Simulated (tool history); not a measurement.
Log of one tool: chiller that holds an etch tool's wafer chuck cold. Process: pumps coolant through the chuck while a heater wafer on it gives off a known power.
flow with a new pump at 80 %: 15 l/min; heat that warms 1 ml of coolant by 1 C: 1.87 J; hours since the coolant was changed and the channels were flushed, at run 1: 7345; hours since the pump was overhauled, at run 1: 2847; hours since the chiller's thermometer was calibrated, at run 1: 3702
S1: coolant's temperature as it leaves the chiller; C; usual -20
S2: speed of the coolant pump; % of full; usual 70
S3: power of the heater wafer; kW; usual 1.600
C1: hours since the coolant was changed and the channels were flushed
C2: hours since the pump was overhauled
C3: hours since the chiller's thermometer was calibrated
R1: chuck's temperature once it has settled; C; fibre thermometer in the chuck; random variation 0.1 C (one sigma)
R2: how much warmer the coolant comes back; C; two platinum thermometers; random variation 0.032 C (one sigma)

Run 1, hour 0.0: usual settings; C1 7345; C2 2847; C3 3702. Result: R1 -8.0 C, R2 4.08 C.
Run 2, hour 126.4: usual settings; C1 7472; C2 2973; C3 3828. Result: R1 -7.9 C, R2 4.04 C.
Run 3, hour 285.4: usual settings; C1 7631; C2 3132; C3 3987. Result: R1 -7.9 C, R2 4.09 C.
Run 4, hour 396.9: usual settings; C1 7742; C2 3244; C3 4099. Result: R1 -8.0 C, R2 4.15 C.
Run 5, hour 569.8: usual settings but S1 -15 C; C1 7915; C2 3417; C3 4272. Result: R1 -2.7 C, R2 4.18 C.
Run 6, hour 731.7: usual settings but S1 -15 C; C1 8077; C2 3578; C3 4434. Result: R1 -2.8 C, R2 4.21 C.
Run 7, hour 813.3: usual settings but S1 -15 C; C1 8159; C2 3660; C3 4515. Result: R1 -2.5 C, R2 4.16 C.
At hour 911.5: coolant changed, channels flushed.
Run 8, hour 997.3: usual settings but S2 78 % of full; C1 86; C2 3838; C3 4693. Result: R1 -9.2 C, R2 3.74 C.
Run 9, hour 1176.0: usual settings but S3 1.556 kW; C1 265; C2 4017; C3 4872. Result: R1 -8.7 C, R2 4.13 C.
Run 10, hour 1355.3: usual settings but S3 1.556 kW; C1 444; C2 4196; C3 5051. Result: R1 -8.5 C, R2 3.97 C.
Run 11, hour 1516.4: usual settings but S1 -30 C, S3 1.556 kW; C1 605; C2 4357; C3 5212. Result: R1 -18.5 C, R2 4.09 C.
Run 12, hour 1600.0: usual settings; C1 689; C2 4441; C3 5296. Result: R1 -8.2 C, R2 4.23 C.
Run 13, hour 1740.6: usual settings; C1 829; C2 4581; C3 5436. Result: R1 -8.2 C, R2 4.23 C.
Run 14, hour 1833.5: usual settings; C1 922; C2 4674; C3 5529. Result: R1 -8.2 C, R2 4.19 C.
Run 15, hour 2000.2: usual settings but S1 -21 C; C1 1089; C2 4841; C3 5696. Result: R1 -9.0 C, R2 4.27 C.
At hour 2099.8: chiller's thermometer calibrated.
Run 16, hour 2184.2: usual settings but S1 -25 C; C1 1272; C2 5024; C3 84. Result: R1 -13.8 C, R2 4.29 C.
At hour 2203.0: coolant pump overhauled.
Run 17, hour 2294.8: usual settings but S1 -25 C, S2 74 % of full; C1 1377; C2 92; C3 190. Result: R1 -14.0 C, R2 4.06 C.
Run 18, hour 2463.2: usual settings but S2 61 % of full; C1 1546; C2 260; C3 358. Result: R1 -7.3 C, R2 5.00 C.
Run 19, hour 2572.6: usual settings but S2 61 % of full; C1 1655; C2 370; C3 468. Result: R1 -7.4 C, R2 5.03 C.
Run 20, hour 2660.9: usual settings but S2 61 % of full; C1 1743; C2 458; C3 556. Result: R1 -7.4 C, R2 5.03 C.
At hour 2715.1: coolant pump overhauled, once more.
Run 21, hour 2763.1: usual settings but S1 -12 C, S2 61 % of full; C1 1841; C2 48; C3 653. Result: R1 -0.3 C, R2 4.40 C.
Run 22, hour 2858.4: usual settings but S1 -12 C, S2 61 % of full; C1 1936; C2 143; C3 749. Result: R1 -0.3 C, R2 4.47 C.
Run 23, hour 3011.3: usual settings but S2 83 % of full, S3 0.929 kW; C1 2089; C2 296; C3 901. Result: R1 -14.4 C, R2 1.89 C.
Run 24, hour 3202.5: usual settings but S1 -14 C, S2 88 % of full; C1 2280; C2 487; C3 1093. Result: R1 -4.9 C, R2 3.09 C.
Run 25, hour 3394.4: usual settings but S1 -16 C, S2 74 % of full; C1 2472; C2 679; C3 1285. Result: R1 -5.6 C, R2 3.75 C.
Run 26, hour 3529.0: usual settings but S1 -16 C, S2 74 % of full; C1 2607; C2 814; C3 1419. Result: R1 -5.7 C, R2 3.67 C.
Run 27, hour 3678.4: usual settings but S3 1.458 kW; C1 2756; C2 963; C3 1569. Result: R1 -10.0 C, R2 3.69 C.
Run 28, hour 3758.7: usual settings but S3 1.458 kW; C1 2836; C2 1044; C3 1649. Result: R1 -10.0 C, R2 3.63 C.
Run 29, hour 3838.2: usual settings but S3 1.458 kW; C1 2916; C2 1123; C3 1728. Result: R1 -9.9 C, R2 3.60 C.
Run 30, hour 3997.3: usual settings but S3 1.458 kW; C1 3075; C2 1282; C3 1887. Result: R1 -10.0 C, R2 3.60 C.
Run 31, hour 4102.7: usual settings but S3 1.458 kW; C1 3180; C2 1388; C3 1993. Result: R1 -10.1 C, R2 3.54 C.
Run 32, hour 4271.7: usual settings but S1 -15 C, S3 2.276 kW; C1 3349; C2 1557; C3 2162. Result: R1 0.8 C, R2 5.67 C.

Some steps in R1 between neighbouring runs. How much of each would the tool show without its hidden state too (settings, what came in, random variation), and how much is left for the hidden state, with any gauge scatter that isn't in both results?
The hidden state here: heat passed by the chuck's channels, % of clean ones'; flow at a given pump speed, % of a new pump's; coolant's true temperature over the reading, C; drift of the gauge itself on chuck_c, C; drift of the gauge itself on warmer_back_c, C.
Run 7 -> 8: S1 -15 -> -20, S2 70 -> 78, coolant changed, channels flushed. R1 -6.7 C: hidden state -0.7, all else -6.0.
Run 11 -> 12: S1 -30 -> -20, S3 1.556 -> 1.600. R1 +10.3 C: hidden state +0.0, all else +10.3.
Run 15 -> 16: S1 -21 -> -25, chiller's thermometer calibrated. R1 -4.8 C: hidden state -0.7, all else -4.1.
Run 20 -> 21: S1 -20 -> -12, coolant pump overhauled, once more. R1 +7.1 C: hidden state -1.1, all else +8.2.
Run 22 -> 23: S1 -12 -> -20, S2 61 -> 83, S3 1.600 -> 0.929. R1 -14.1 C: hidden state -0.1, all else -14.0.
Run 31 -> 32: S1 -20 -> -15, S3 1.458 -> 2.276. R1 +10.9 C: hidden state +0.2, all else +10.7.
